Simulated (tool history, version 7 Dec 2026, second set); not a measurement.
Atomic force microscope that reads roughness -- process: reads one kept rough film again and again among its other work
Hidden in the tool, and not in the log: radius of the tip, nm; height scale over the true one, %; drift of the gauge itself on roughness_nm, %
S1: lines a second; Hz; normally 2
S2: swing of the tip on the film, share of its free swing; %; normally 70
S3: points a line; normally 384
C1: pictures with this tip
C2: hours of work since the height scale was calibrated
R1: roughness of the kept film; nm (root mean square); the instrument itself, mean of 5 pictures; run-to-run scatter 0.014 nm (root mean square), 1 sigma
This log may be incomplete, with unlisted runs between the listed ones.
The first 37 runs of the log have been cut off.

{"run": 38, "hour": 431.8, "S1": 2.25, "S2": 70, "S3": 677, "C1": 62, "C2": 531, "R1": 3.359}
{"run": 39, "hour": 442.6, "S1": 0.78, "S2": 74, "S3": 495, "C1": 82, "C2": 538, "R1": 3.491}
{"run": 40, "hour": 458.5, "S1": 1.53, "S2": 72, "S3": 956, "C1": 112, "C2": 548, "R1": 3.314}
{"run": 41, "hour": 467.3, "S1": 1.53, "S2": 85, "S3": 267, "C1": 128, "C2": 554, "R1": 3.037}
{"run": 42, "hour": 483.7, "S1": 1.53, "S2": 85, "S3": 267, "C1": 159, "C2": 565, "R1": 2.995}
{"run": 43, "hour": 498.5, "S1": 0.56, "S2": 86, "S3": 431, "C1": 186, "C2": 574, "R1": 3.234}
{"run": 44, "hour": 514.8, "S1": 2, "S2": 72, "S3": 733, "C1": 217, "C2": 585, "R1": 3.057}
{"run": 45, "hour": 527.2, "S1": 1.77, "S2": 60, "S3": 656, "C1": 240, "C2": 593, "R1": 3.213}
{"hour": 533.4, "done": "new tip fitted"}
{"run": 46, "hour": 535.7, "S1": 1.77, "S2": 60, "S3": 656, "C1": 4, "C2": 598, "R1": 3.582}
{"run": 47, "hour": 546.2, "S1": 0.95, "S2": 74, "S3": 583, "C1": 24, "C2": 605, "R1": 3.529}
{"run": 48, "hour": 554.4, "S1": 0.95, "S2": 74, "S3": 583, "C1": 39, "C2": 610, "R1": 3.522}
{"run": 49, "hour": 568.9, "S1": 1.67, "S2": 81, "S3": 583, "C1": 66, "C2": 619, "R1": 3.231}

Here are 4 independent what-if runs from the current tool condition. What would each one return?
{"run": "A", "hour": 586.9, "S1": 0.65, "S2": 70, "S3": 770, "C1": 100, "C2": 631, "R1": "?"}
{"run": "B", "hour": 586.9, "S1": 0.98, "S2": 62, "S3": 392, "C1": 100, "C2": 631, "R1": "?"}
{"run": "C", "hour": 586.9, "S1": 0.77, "S2": 70, "S3": 384, "C1": 100, "C2": 631, "R1": "?"}
{"run": "D", "hour": 586.9, "S1": 1.59, "S2": 88, "S3": 633, "C1": 100, "C2": 631, "R1": "?"}

run=A R1=3.483
run=B R1=3.477
run=C R1=3.501
run=D R1=3.025
Without the tool's unlogged condition, the same runs would have read:
run=A R1=3.697
run=B R1=3.691
run=C R1=3.716
run=D R1=3.21
